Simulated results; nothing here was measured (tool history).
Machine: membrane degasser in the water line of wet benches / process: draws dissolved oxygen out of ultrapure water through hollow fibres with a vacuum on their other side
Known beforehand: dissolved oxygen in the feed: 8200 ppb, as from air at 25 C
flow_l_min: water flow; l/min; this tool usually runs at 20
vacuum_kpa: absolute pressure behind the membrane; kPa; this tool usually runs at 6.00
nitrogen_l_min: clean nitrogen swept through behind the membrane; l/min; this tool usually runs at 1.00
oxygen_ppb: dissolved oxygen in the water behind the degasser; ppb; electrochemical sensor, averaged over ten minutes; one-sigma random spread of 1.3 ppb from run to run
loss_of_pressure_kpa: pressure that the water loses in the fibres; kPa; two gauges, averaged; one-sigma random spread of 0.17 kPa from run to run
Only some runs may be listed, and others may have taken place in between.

{"run": 1, "hour": 0.0, "flow_l_min": 20, "vacuum_kpa": 6.0, "nitrogen_l_min": 1.0, "oxygen_ppb": 133.8, "loss_of_pressure_kpa": 25.25}
{"run": 2, "hour": 66.3, "flow_l_min": 20, "vacuum_kpa": 6.0, "nitrogen_l_min": 1.0, "oxygen_ppb": 129.6, "loss_of_pressure_kpa": 24.93}
{"run": 3, "hour": 144.1, "flow_l_min": 20, "vacuum_kpa": 6.0, "nitrogen_l_min": 1.0, "oxygen_ppb": 134.0, "loss_of_pressure_kpa": 25.4}
{"run": 4, "hour": 206.7, "flow_l_min": 20, "vacuum_kpa": 6.0, "nitrogen_l_min": 1.0, "oxygen_ppb": 133.8, "loss_of_pressure_kpa": 25.19}
{"run": 5, "hour": 262.1, "flow_l_min": 20, "vacuum_kpa": 4.46, "nitrogen_l_min": 1.0, "oxygen_ppb": 64.6, "loss_of_pressure_kpa": 25.12}
{"run": 6, "hour": 366.8, "flow_l_min": 20, "vacuum_kpa": 4.46, "nitrogen_l_min": 1.0, "oxygen_ppb": 63.4, "loss_of_pressure_kpa": 25.38}
{"run": 7, "hour": 411.1, "flow_l_min": 20, "vacuum_kpa": 6.0, "nitrogen_l_min": 1.0, "oxygen_ppb": 134.6, "loss_of_pressure_kpa": 25.3}
{"run": 8, "hour": 482.4, "flow_l_min": 20, "vacuum_kpa": 4.54, "nitrogen_l_min": 1.0, "oxygen_ppb": 69.1, "loss_of_pressure_kpa": 25.47}
{"run": 9, "hour": 526.7, "flow_l_min": 20, "vacuum_kpa": 6.0, "nitrogen_l_min": 1.0, "oxygen_ppb": 128.8, "loss_of_pressure_kpa": 25.28}
{"run": 10, "hour": 612.1, "flow_l_min": 14, "vacuum_kpa": 6.0, "nitrogen_l_min": 1.0, "oxygen_ppb": 92.8, "loss_of_pressure_kpa": 17.71}
{"run": 11, "hour": 711.5, "flow_l_min": 13, "vacuum_kpa": 6.0, "nitrogen_l_min": 1.0, "oxygen_ppb": 84.7, "loss_of_pressure_kpa": 16.39}
{"run": 12, "hour": 789.0, "flow_l_min": 20, "vacuum_kpa": 6.0, "nitrogen_l_min": 0.54, "oxygen_ppb": 214.4, "loss_of_pressure_kpa": 25.37}
{"run": 13, "hour": 879.1, "flow_l_min": 20, "vacuum_kpa": 6.0, "nitrogen_l_min": 0.54, "oxygen_ppb": 214.8, "loss_of_pressure_kpa": 25.58}
{"run": 14, "hour": 921.9, "flow_l_min": 20, "vacuum_kpa": 6.0, "nitrogen_l_min": 0.54, "oxygen_ppb": 210.0, "loss_of_pressure_kpa": 25.55}
{"run": 15, "hour": 1025.1, "flow_l_min": 20, "vacuum_kpa": 6.0, "nitrogen_l_min": 0.54, "oxygen_ppb": 215.6, "loss_of_pressure_kpa": 25.33}
{"run": 16, "hour": 1119.9, "flow_l_min": 20, "vacuum_kpa": 6.0, "nitrogen_l_min": 0.54, "oxygen_ppb": 215.3, "loss_of_pressure_kpa": 25.44}
{"run": 17, "hour": 1167.4, "flow_l_min": 20, "vacuum_kpa": 10.71, "nitrogen_l_min": 2.74, "oxygen_ppb": 139.1, "loss_of_pressure_kpa": 25.43}
{"run": 18, "hour": 1268.9, "flow_l_min": 31, "vacuum_kpa": 6.0, "nitrogen_l_min": 1.0, "oxygen_ppb": 212.9, "loss_of_pressure_kpa": 38.87}
{"run": 19, "hour": 1371.3, "flow_l_min": 31, "vacuum_kpa": 6.0, "nitrogen_l_min": 1.0, "oxygen_ppb": 210.7, "loss_of_pressure_kpa": 39.04}
{"run": 20, "hour": 1445.3, "flow_l_min": 20, "vacuum_kpa": 5.73, "nitrogen_l_min": 1.0, "oxygen_ppb": 119.2, "loss_of_pressure_kpa": 25.09}
{"run": 21, "hour": 1543.7, "flow_l_min": 15, "vacuum_kpa": 12.3, "nitrogen_l_min": 0.5, "oxygen_ppb": 543.9, "loss_of_pressure_kpa": 18.81}
{"run": 22, "hour": 1648.8, "flow_l_min": 27, "vacuum_kpa": 6.19, "nitrogen_l_min": 1.18, "oxygen_ppb": 165.8, "loss_of_pressure_kpa": 34.31}
{"run": 23, "hour": 1731.1, "flow_l_min": 27, "vacuum_kpa": 13.73, "nitrogen_l_min": 2.29, "oxygen_ppb": 300.7, "loss_of_pressure_kpa": 33.8}
{"run": 24, "hour": 1797.9, "flow_l_min": 27, "vacuum_kpa": 7.77, "nitrogen_l_min": 2.79, "oxygen_ppb": 126.3, "loss_of_pressure_kpa": 34.22}
{"run": 25, "hour": 1890.7, "flow_l_min": 27, "vacuum_kpa": 7.77, "nitrogen_l_min": 2.79, "oxygen_ppb": 126.6, "loss_of_pressure_kpa": 34.41}

Below are 5 alternative next runs, each starting from the tool's condition after run 25. Predict each:
{"run": "A", "hour": 1963.5, "flow_l_min": 22, "vacuum_kpa": 7.77, "nitrogen_l_min": 2.79, "oxygen_ppb": "?", "loss_of_pressure_kpa": "?"}
{"run": "B", "hour": 1963.5, "flow_l_min": 27, "vacuum_kpa": 7.77, "nitrogen_l_min": 2.79, "oxygen_ppb": "?", "loss_of_pressure_kpa": "?"}
{"run": "C", "hour": 1963.5, "flow_l_min": 20, "vacuum_kpa": 7.69, "nitrogen_l_min": 1.0, "oxygen_ppb": "?", "loss_of_pressure_kpa": "?"}
{"run": "D", "hour": 1963.5, "flow_l_min": 15, "vacuum_kpa": 3.83, "nitrogen_l_min": 0.97, "oxygen_ppb": "?", "loss_of_pressure_kpa": "?"}
{"run": "E", "hour": 1963.5, "flow_l_min": 18, "vacuum_kpa": 7.08, "nitrogen_l_min": 0.73, "oxygen_ppb": "?", "loss_of_pressure_kpa": "?"}

run=A oxygen_ppb=99.3 loss_of_pressure_kpa=27.67
run=B oxygen_ppb=127.5 loss_of_pressure_kpa=34.12
run=C oxygen_ppb=204.7 loss_of_pressure_kpa=25.00
run=D oxygen_ppb=24.5 loss_of_pressure_kpa=19.04
run=E oxygen_ppb=205.6 loss_of_pressure_kpa=22.71
Stripped of hidden state, with their random variation kept, the same runs would have yielded:
run=A oxygen_ppb=99.3 loss_of_pressure_kpa=27.67
run=B oxygen_ppb=127.4 loss_of_pressure_kpa=34.12
run=C oxygen_ppb=204.5 loss_of_pressure_kpa=24.99
run=D oxygen_ppb=24.4 loss_of_pressure_kpa=19.03
run=E oxygen_ppb=205.4 loss_of_pressure_kpa=22.70

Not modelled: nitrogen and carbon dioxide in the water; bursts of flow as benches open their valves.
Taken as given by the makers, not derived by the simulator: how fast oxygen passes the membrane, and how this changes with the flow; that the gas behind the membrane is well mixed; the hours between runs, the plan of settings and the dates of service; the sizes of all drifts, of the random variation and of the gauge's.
